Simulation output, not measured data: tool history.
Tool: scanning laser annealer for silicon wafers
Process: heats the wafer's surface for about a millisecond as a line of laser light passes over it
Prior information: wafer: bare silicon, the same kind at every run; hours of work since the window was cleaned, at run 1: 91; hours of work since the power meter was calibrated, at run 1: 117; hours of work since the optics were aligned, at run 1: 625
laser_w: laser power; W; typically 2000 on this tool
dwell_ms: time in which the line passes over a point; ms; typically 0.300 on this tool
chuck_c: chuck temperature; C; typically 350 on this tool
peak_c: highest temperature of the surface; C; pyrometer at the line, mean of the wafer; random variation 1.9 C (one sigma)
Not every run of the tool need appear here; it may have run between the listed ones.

| run | day | laser_w | dwell_ms | chuck_c | hours of work since the window was cleaned | hours of work since the power meter was calibrated | hours of work since the optics were aligned | peak_c |
|---|---|---|---|---|---|---|---|---|
| 1 | 0.000 | 2000 | 0.300 | 350 | 91 | 117 | 625 | 1118 |
| 2 | 1.050 | 2000 | 0.300 | 350 | 110 | 135 | 644 | 1113 |
| 3 | 1.683 | 2000 | 0.300 | 350 | 121 | 147 | 655 | 1114 |
| 4 | 2.471 | 2000 | 0.300 | 350 | 135 | 161 | 669 | 1112 |
| 5 | 3.525 | 2000 | 0.300 | 350 | 154 | 179 | 688 | 1111 |
| 6 | 4.088 | 2000 | 0.300 | 381 | 164 | 189 | 698 | 1142 |
| 7 | 4.542 | 2000 | 0.300 | 381 | 172 | 197 | 706 | 1136 |
| 8 | 5.083 | 2000 | 0.300 | 350 | 181 | 207 | 715 | 1109 |
| 9 | 6.117 | 2000 | 0.300 | 350 | 200 | 225 | 734 | 1108 |
| 10 | 7.171 | 2000 | 0.300 | 350 | 218 | 244 | 752 | 1105 |
| 11 | 7.650 | 2000 | 0.300 | 350 | 227 | 252 | 761 | 1104 |
| 12 | 8.371 | 2000 | 0.300 | 312 | 240 | 265 | 774 | 1063 |
| 13 | 9.262 | 2000 | 0.300 | 312 | 255 | 281 | 789 | 1065 |
| 14 | 10.079 | 2000 | 0.259 | 312 | 270 | 295 | 804 | 1007 |
| 15 | 10.717 | 2000 | 0.300 | 346 | 281 | 307 | 815 | 1095 |
| 16 | 11.312 | 2000 | 0.300 | 346 | 292 | 317 | 826 | 1093 |
| 17 | 12.254 | 2000 | 0.300 | 346 | 308 | 334 | 842 | 1096 |
| 18 | 13.058 | 2000 | 0.300 | 346 | 323 | 348 | 857 | 1094 |
| 19 | 13.933 | 1939 | 0.300 | 346 | 338 | 364 | 872 | 1060 |
| 20 | 14.908 | 1939 | 0.300 | 346 | 355 | 381 | 889 | 1060 |
|  | 15.129 | laser's power meter calibrated |
| 21 | 15.596 | 1939 | 0.300 | 346 | 365 | 8 | 899 | 1059 |
| 22 | 16.312 | 2036 | 0.357 | 329 | 378 | 21 | 912 | 1163 |
| 23 | 17.017 | 2036 | 0.357 | 329 | 391 | 33 | 925 | 1160 |
| 24 | 17.975 | 2036 | 0.357 | 329 | 408 | 50 | 942 | 1158 |
|  | 18.342 | laser's power meter calibrated, once more |
| 25 | 18.717 | 2036 | 0.357 | 329 | 419 | 7 | 952 | 1165 |
| 26 | 19.412 | 1783 | 0.357 | 375 | 431 | 19 | 965 | 1076 |
| 27 | 20.017 | 1879 | 0.347 | 382 | 442 | 30 | 976 | 1121 |
| 28 | 20.729 | 2082 | 0.347 | 382 | 454 | 42 | 988 | 1225 |
| 29 | 21.438 | 1778 | 0.300 | 350 | 467 | 55 | 1001 | 985 |
| 30 | 22.125 | 2000 | 0.271 | 333 | 479 | 67 | 1013 | 1032 |
| 31 | 23.050 | 2000 | 0.271 | 333 | 495 | 83 | 1029 | 1031 |
| 32 | 24.067 | 2000 | 0.271 | 333 | 513 | 101 | 1047 | 1031 |
| 33 | 25.121 | 2000 | 0.371 | 350 | 532 | 120 | 1066 | 1172 |
| 34 | 25.729 | 2000 | 0.371 | 350 | 543 | 131 | 1077 | 1172 |
|  | 25.908 | window over the wafer cleaned |
| 35 | 26.629 | 2000 | 0.241 | 358 | 13 | 145 | 1091 | 1038 |
| 36 | 27.542 | 2000 | 0.241 | 358 | 29 | 162 | 1107 | 1041 |
| 37 | 28.075 | 1833 | 0.342 | 350 | 38 | 171 | 1117 | 1089 |
| 38 | 29.088 | 1833 | 0.342 | 350 | 56 | 189 | 1135 | 1085 |
| 39 | 30.075 | 2131 | 0.287 | 350 | 74 | 206 | 1152 | 1158 |
| 40 | 31.146 | 2072 | 0.287 | 338 | 93 | 225 | 1171 | 1113 |
| 41 | 32.212 | 2072 | 0.287 | 338 | 112 | 244 | 1190 | 1114 |

How the hidden state differs across the entries between the runs, from the last listed run before each to the first after it:
Logged between run 20 and run 21: laser's power meter calibrated (day 15.129)
  light that passes the window, % of a clean one's: 97.33 -> 97.25; laser's true power over the reading, %: -0.27 -> -0.43; width of the line over the set one, %: 3.22 -> 3.26
  measured value less the no-hidden-state value, peak_c: -46 -> -47 C
Logged between run 24 and run 25: laser's power meter calibrated, once more (day 18.342)
  light that passes the window, % of a clean one's: 96.96 -> 96.89; laser's true power over the reading, %: -0.42 -> 0.11; width of the line over the set one, %: 3.39 -> 3.43
  measured value less the no-hidden-state value, peak_c: -60 -> -55 C
Logged between run 34 and run 35: window over the wafer cleaned (day 25.908)
  light that passes the window, % of a clean one's: 96.01 -> 99.78; width of the line over the set one, %: 3.84 -> 3.89
  measured value less the no-hidden-state value, peak_c: -66 -> -21 C
